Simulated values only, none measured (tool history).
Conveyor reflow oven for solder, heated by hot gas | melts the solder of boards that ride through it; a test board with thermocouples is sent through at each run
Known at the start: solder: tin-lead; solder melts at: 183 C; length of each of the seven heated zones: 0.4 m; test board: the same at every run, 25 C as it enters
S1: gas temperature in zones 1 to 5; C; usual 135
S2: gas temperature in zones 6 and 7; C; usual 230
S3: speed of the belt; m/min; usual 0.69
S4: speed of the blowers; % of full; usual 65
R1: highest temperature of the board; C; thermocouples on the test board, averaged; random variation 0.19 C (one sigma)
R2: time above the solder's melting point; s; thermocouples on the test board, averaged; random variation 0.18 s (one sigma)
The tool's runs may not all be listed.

run 1 hour=0 | S1=135 S2=230 S3=0.69 S4=65 | R1=214.3 R2=49.3
run 2 hour=20.4 | S1=135 S2=230 S3=0.69 S4=65 | R1=214.2 R2=48.9
run 3 hour=42.9 | S1=135 S2=230 S3=0.734 S4=65 | R1=212.4 R2=44.3
run 4 hour=65.6 | S1=135 S2=230 S3=0.734 S4=65 | R1=212.4 R2=44.5
run 5 hour=79.1 | S1=135 S2=230 S3=0.734 S4=65 | R1=212.5 R2=44.5
run 6 hour=92.8 | S1=135 S2=230 S3=0.734 S4=65 | R1=212.6 R2=44.4
run 7 hour=112.2 | S1=135 S2=230 S3=0.734 S4=65 | R1=212.3 R2=44.5
run 8 hour=140 | S1=135 S2=230 S3=0.69 S4=65 | R1=214.1 R2=49.2
run 9 hour=154.2 | S1=135 S2=230 S3=0.69 S4=65 | R1=214.1 R2=49.3
run 10 hour=167.3 | S1=135 S2=230 S3=0.69 S4=65 | R1=214.2 R2=49.4
run 11 hour=187 | S1=135 S2=230 S3=0.69 S4=65 | R1=214.4 R2=49.2
run 12 hour=213.4 | S1=135 S2=230 S3=0.69 S4=65 | R1=214.6 R2=49.6
run 13 hour=240.9 | S1=135 S2=230 S3=0.69 S4=65 | R1=214.5 R2=48.8
run 14 hour=266.4 | S1=135 S2=230 S3=0.69 S4=65 | R1=214.2 R2=49.4
run 15 hour=282.5 | S1=133 S2=230 S3=0.69 S4=65 | R1=213.7 R2=48.3
run 16 hour=297.3 | S1=124 S2=244 S3=0.69 S4=65 | R1=224.6 R2=52.8
run 17 hour=318 | S1=124 S2=244 S3=0.69 S4=56 | R1=220.8 R2=49.9
run 18 hour=330.1 | S1=124 S2=244 S3=0.61 S4=56 | R1=225.5 R2=60.5
-- hour=344.8 flux residue cleaned out of gas plates and filters
run 19 hour=362.3 | S1=125 S2=222 S3=0.69 S4=65 | R1=205.6 R2=39.1
run 20 hour=375.2 | S1=144 S2=222 S3=0.69 S4=60 | R1=207.8 R2=46.1
run 21 hour=392.4 | S1=144 S2=222 S3=0.69 S4=60 | R1=207.5 R2=46.6
run 22 hour=418.1 | S1=144 S2=222 S3=0.564 S4=60 | R1=212.4 R2=64
run 23 hour=433.7 | S1=143 S2=230 S3=0.69 S4=64 | R1=215.5 R2=52.8
run 24 hour=445.1 | S1=143 S2=230 S3=0.693 S4=57 | R1=213 R2=49.9
run 25 hour=458 | S1=135 S2=224 S3=0.707 S4=65 | R1=208.1 R2=43.4
run 26 hour=483.9 | S1=135 S2=223 S3=0.62 S4=79 | R1=214.4 R2=57.2
run 27 hour=507 | S1=135 S2=220 S3=0.781 S4=65 | R1=202 R2=32.2

Run 28 comes next. What will it give?
run 28 hour=528.6 | S1=140 S2=220 S3=0.781 S4=65 | R1=? R2=?

R1: 203.3 C
R2: 34.9 s
Without the tool's hidden state the same run would have given R1 203.2 C, R2 34.8 s.
